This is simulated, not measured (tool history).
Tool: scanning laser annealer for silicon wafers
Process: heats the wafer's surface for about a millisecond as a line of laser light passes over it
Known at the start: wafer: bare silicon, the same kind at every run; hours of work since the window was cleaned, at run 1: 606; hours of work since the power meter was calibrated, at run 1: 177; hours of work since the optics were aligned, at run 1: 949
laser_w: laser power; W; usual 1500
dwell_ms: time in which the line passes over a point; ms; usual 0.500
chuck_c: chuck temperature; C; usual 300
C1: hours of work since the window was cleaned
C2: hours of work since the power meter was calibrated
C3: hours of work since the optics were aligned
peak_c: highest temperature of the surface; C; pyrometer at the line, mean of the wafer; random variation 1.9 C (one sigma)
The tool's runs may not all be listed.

{"run": 1, "day": 0.0, "laser_w": 1500, "dwell_ms": 0.5, "chuck_c": 300, "C1": 606, "C2": 177, "C3": 949, "peak_c": 1095}
{"run": 2, "day": 0.696, "laser_w": 1500, "dwell_ms": 0.5, "chuck_c": 300, "C1": 619, "C2": 190, "C3": 962, "peak_c": 1094}
{"run": 3, "day": 1.796, "laser_w": 1500, "dwell_ms": 0.5, "chuck_c": 312, "C1": 639, "C2": 210, "C3": 982, "peak_c": 1102}
{"day": 2.283, "done": "window over the wafer cleaned"}
{"run": 4, "day": 2.971, "laser_w": 1500, "dwell_ms": 0.5, "chuck_c": 312, "C1": 13, "C2": 230, "C3": 1002, "peak_c": 1138}
{"run": 5, "day": 3.738, "laser_w": 1500, "dwell_ms": 0.5, "chuck_c": 312, "C1": 27, "C2": 244, "C3": 1016, "peak_c": 1141}
{"run": 6, "day": 4.871, "laser_w": 1500, "dwell_ms": 0.5, "chuck_c": 312, "C1": 48, "C2": 265, "C3": 1037, "peak_c": 1142}
{"run": 7, "day": 6.004, "laser_w": 1451, "dwell_ms": 0.5, "chuck_c": 312, "C1": 69, "C2": 286, "C3": 1058, "peak_c": 1109}
{"run": 8, "day": 6.671, "laser_w": 1500, "dwell_ms": 0.546, "chuck_c": 300, "C1": 81, "C2": 299, "C3": 1070, "peak_c": 1164}
{"run": 9, "day": 7.342, "laser_w": 1500, "dwell_ms": 0.546, "chuck_c": 300, "C1": 93, "C2": 311, "C3": 1083, "peak_c": 1164}
{"run": 10, "day": 7.975, "laser_w": 1500, "dwell_ms": 0.5, "chuck_c": 268, "C1": 105, "C2": 323, "C3": 1094, "peak_c": 1091}
{"run": 11, "day": 9.038, "laser_w": 1500, "dwell_ms": 0.5, "chuck_c": 300, "C1": 125, "C2": 342, "C3": 1114, "peak_c": 1123}
{"day": 9.854, "done": "optics aligned, line set to its width"}
{"run": 12, "day": 9.962, "laser_w": 1500, "dwell_ms": 0.396, "chuck_c": 300, "C1": 138, "C2": 356, "C3": 2, "peak_c": 1034}
{"run": 13, "day": 10.996, "laser_w": 1296, "dwell_ms": 0.5, "chuck_c": 295, "C1": 157, "C2": 375, "C3": 21, "peak_c": 1019}
{"run": 14, "day": 11.962, "laser_w": 1296, "dwell_ms": 0.5, "chuck_c": 295, "C1": 175, "C2": 393, "C3": 39, "peak_c": 1019}
{"run": 15, "day": 12.704, "laser_w": 1408, "dwell_ms": 0.36, "chuck_c": 322, "C1": 189, "C2": 406, "C3": 53, "peak_c": 971}
{"run": 16, "day": 13.696, "laser_w": 1347, "dwell_ms": 0.524, "chuck_c": 328, "C1": 207, "C2": 425, "C3": 71, "peak_c": 1094}
{"run": 17, "day": 14.592, "laser_w": 1500, "dwell_ms": 0.362, "chuck_c": 275, "C1": 223, "C2": 441, "C3": 87, "peak_c": 963}
{"run": 18, "day": 15.146, "laser_w": 1500, "dwell_ms": 0.362, "chuck_c": 275, "C1": 234, "C2": 451, "C3": 98, "peak_c": 965}
{"run": 19, "day": 15.721, "laser_w": 1500, "dwell_ms": 0.362, "chuck_c": 275, "C1": 244, "C2": 462, "C3": 108, "peak_c": 967}
{"run": 20, "day": 16.462, "laser_w": 1500, "dwell_ms": 0.378, "chuck_c": 322, "C1": 258, "C2": 476, "C3": 122, "peak_c": 1030}
{"run": 21, "day": 17.283, "laser_w": 1473, "dwell_ms": 0.445, "chuck_c": 340, "C1": 273, "C2": 491, "C3": 137, "peak_c": 1097}
{"run": 22, "day": 17.912, "laser_w": 1473, "dwell_ms": 0.445, "chuck_c": 340, "C1": 285, "C2": 502, "C3": 149, "peak_c": 1099}

The next listed run, before its measurement:
{"run": 23, "day": 18.817, "laser_w": 1292, "dwell_ms": 0.516, "chuck_c": 293, "C1": 301, "C2": 519, "C3": 165, "peak_c": "?"}

{"run 23": {"peak_c": 1015}}
Without the tool's hidden state the same run would have given peak_c 1034 C.
